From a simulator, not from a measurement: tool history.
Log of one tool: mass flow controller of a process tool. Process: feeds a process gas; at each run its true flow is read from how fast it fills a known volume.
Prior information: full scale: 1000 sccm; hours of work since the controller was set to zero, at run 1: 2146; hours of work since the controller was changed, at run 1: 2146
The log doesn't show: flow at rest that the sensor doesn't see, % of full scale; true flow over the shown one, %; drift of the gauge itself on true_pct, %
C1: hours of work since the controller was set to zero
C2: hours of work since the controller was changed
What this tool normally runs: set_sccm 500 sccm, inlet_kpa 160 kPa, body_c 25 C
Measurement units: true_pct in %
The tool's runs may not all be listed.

{"run": 1, "hour": 0.0, "set_sccm": 500, "inlet_kpa": 160, "body_c": 25, "C1": 2146, "C2": 2146, "true_pct": 98.76}
{"run": 2, "hour": 66.4, "set_sccm": 500, "inlet_kpa": 160, "body_c": 25, "C1": 2186, "C2": 2186, "true_pct": 98.62}
{"run": 3, "hour": 156.5, "set_sccm": 500, "inlet_kpa": 160, "body_c": 25, "C1": 2240, "C2": 2240, "true_pct": 98.66}
{"run": 4, "hour": 202.1, "set_sccm": 500, "inlet_kpa": 160, "body_c": 25, "C1": 2267, "C2": 2267, "true_pct": 98.75}
{"run": 5, "hour": 283.9, "set_sccm": 190, "inlet_kpa": 160, "body_c": 25, "C1": 2317, "C2": 2317, "true_pct": 98.27}
{"run": 6, "hour": 328.3, "set_sccm": 190, "inlet_kpa": 160, "body_c": 25, "C1": 2344, "C2": 2344, "true_pct": 98.28}
{"run": 7, "hour": 413.2, "set_sccm": 190, "inlet_kpa": 160, "body_c": 25, "C1": 2395, "C2": 2395, "true_pct": 98.39}
{"run": 8, "hour": 464.4, "set_sccm": 633, "inlet_kpa": 160, "body_c": 34, "C1": 2426, "C2": 2426, "true_pct": 99.21}
{"run": 9, "hour": 540.3, "set_sccm": 500, "inlet_kpa": 260, "body_c": 35, "C1": 2471, "C2": 2471, "true_pct": 98.62}
{"run": 10, "hour": 599.7, "set_sccm": 426, "inlet_kpa": 188, "body_c": 33, "C1": 2507, "C2": 2507, "true_pct": 98.69}
{"run": 11, "hour": 664.7, "set_sccm": 383, "inlet_kpa": 199, "body_c": 25, "C1": 2546, "C2": 2546, "true_pct": 98.29}
{"run": 12, "hour": 748.9, "set_sccm": 383, "inlet_kpa": 199, "body_c": 25, "C1": 2597, "C2": 2597, "true_pct": 98.44}
{"run": 13, "hour": 836.4, "set_sccm": 383, "inlet_kpa": 199, "body_c": 25, "C1": 2650, "C2": 2650, "true_pct": 98.33}

Below are 5 alternative next runs, each starting from the tool's condition after run 13. Predict each:
{"run": "A", "hour": 879.7, "set_sccm": 137, "inlet_kpa": 181, "body_c": 25, "C1": 2676, "C2": 2676, "true_pct": "?"}
{"run": "B", "hour": 879.7, "set_sccm": 111, "inlet_kpa": 199, "body_c": 35, "C1": 2676, "C2": 2676, "true_pct": "?"}
{"run": "C", "hour": 879.7, "set_sccm": 534, "inlet_kpa": 160, "body_c": 25, "C1": 2676, "C2": 2676, "true_pct": "?"}
{"run": "D", "hour": 879.7, "set_sccm": 477, "inlet_kpa": 239, "body_c": 25, "C1": 2676, "C2": 2676, "true_pct": "?"}
{"run": "E", "hour": 879.7, "set_sccm": 791, "inlet_kpa": 160, "body_c": 25, "C1": 2676, "C2": 2676, "true_pct": "?"}

run=A true_pct=98.48
run=B true_pct=99.07
run=C true_pct=98.71
run=D true_pct=98.37
run=E true_pct=99.43
Without the tool's unlogged condition, the same runs would have read:
run=A true_pct=97.56
run=B true_pct=97.83
run=C true_pct=98.81
run=D true_pct=98.44
run=E true_pct=99.65
